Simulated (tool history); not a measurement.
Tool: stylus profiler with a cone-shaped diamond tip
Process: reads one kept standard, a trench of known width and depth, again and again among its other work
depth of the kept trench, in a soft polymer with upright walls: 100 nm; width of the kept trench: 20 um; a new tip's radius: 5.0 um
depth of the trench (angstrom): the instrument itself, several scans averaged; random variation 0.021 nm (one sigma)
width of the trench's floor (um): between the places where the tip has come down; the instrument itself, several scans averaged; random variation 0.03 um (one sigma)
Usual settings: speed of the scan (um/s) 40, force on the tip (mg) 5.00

run	hour	speed of the scan (um/s)	force on the tip (mg)	depth of the trench (angstrom)	width of the trench's floor (um)
1	0.0	40	5.00	1010.3	18.02
2	36.6	40	5.00	1010.0	17.89
3	60.8	40	5.00	1009.9	17.96
4	82.8	40	5.00	1010.1	17.96
5	104.5	40	4.61	1009.0	17.90
6	137.3	40	4.61	1009.5	17.89
7	178.2	38	4.61	1010.0	17.94
8	219.8	38	4.61	1009.8	17.98
9	251.1	38	2.24	1006.2	17.88
10	270.3	38	2.24	1006.2	17.90
11	291.0	38	2.24	1005.9	17.87
12	316.0	38	2.24	1006.0	17.87
13	343.6	28	5.00	1010.1	17.94
14	377.8	28	5.00	1010.3	17.91
15	399.2	40	5.00	1010.0	17.96
16	433.0	40	5.00	1009.9	17.93
17	474.7	40	5.00	1010.1	17.91
18	514.2	86	5.00	1010.3	17.83
19	551.3	86	5.00	1009.8	17.85
20	588.5	40	5.00	1010.4	17.95
21	628.3	40	12.43	1018.4	17.95
22	666.9	10	5.00	1010.1	18.03
23	684.1	10	5.00	1009.9	17.94
24	705.4	52	7.54	1013.3	17.96
25	726.8	13	5.27	1010.9	18.01
# hour 750.1: height scale calibrated on a step standard
26	767.4	149	1.75	1005.0	17.55
27	809.2	87	1.75	1004.4	17.72
28	845.5	29	3.18	1007.4	17.91
29	867.5	38	5.00	1010.7	17.91
30	908.6	38	5.00	1010.2	18.03
31	942.5	38	5.00	1010.5	17.94
32	982.1	38	5.00	1010.2	17.95
33	1019.1	19	7.74	1013.7	17.91
34	1049.7	19	7.74	1013.8	17.99
35	1083.3	37	11.72	1018.0	17.95
36	1102.7	98	5.00	1010.2	17.84
37	1131.5	24	3.00	1007.1	17.92
38	1150.3	24	3.00	1007.2	17.92
39	1169.0	24	3.00	1007.4	17.95
40	1197.9	10	11.93	1018.4	18.01
41	1229.4	10	11.93	1018.2	18.01
42	1255.9	40	7.87	1013.8	17.98
43	1294.4	40	7.87	1013.8	17.94
44	1322.4	40	7.87	1014.2	17.97
45	1353.2	157	1.98	1005.5	17.58
46	1383.1	41	12.86	1019.2	17.89

Forecast each of these 5 alternatives for the next run:
A	1425.0	16	5.00	?	?
B	1425.0	33	6.99	?	?
C	1425.0	33	12.86	?	?
D	1425.0	40	2.84	?	?
E	1425.0	30	1.68	?	?

run	depth of the trench (angstrom)	width of the trench's floor (um)
A	1010.0	17.95
B	1012.6	17.97
C	1019.2	17.94
D	1007.3	17.92
E	1004.8	17.90
Without the tool's hidden state the same runs would have given:
run	depth of the trench (angstrom)	width of the trench's floor (um)
A	1010.0	17.95
B	1012.6	17.97
C	1019.2	17.95
D	1007.3	17.92
E	1004.8	17.91
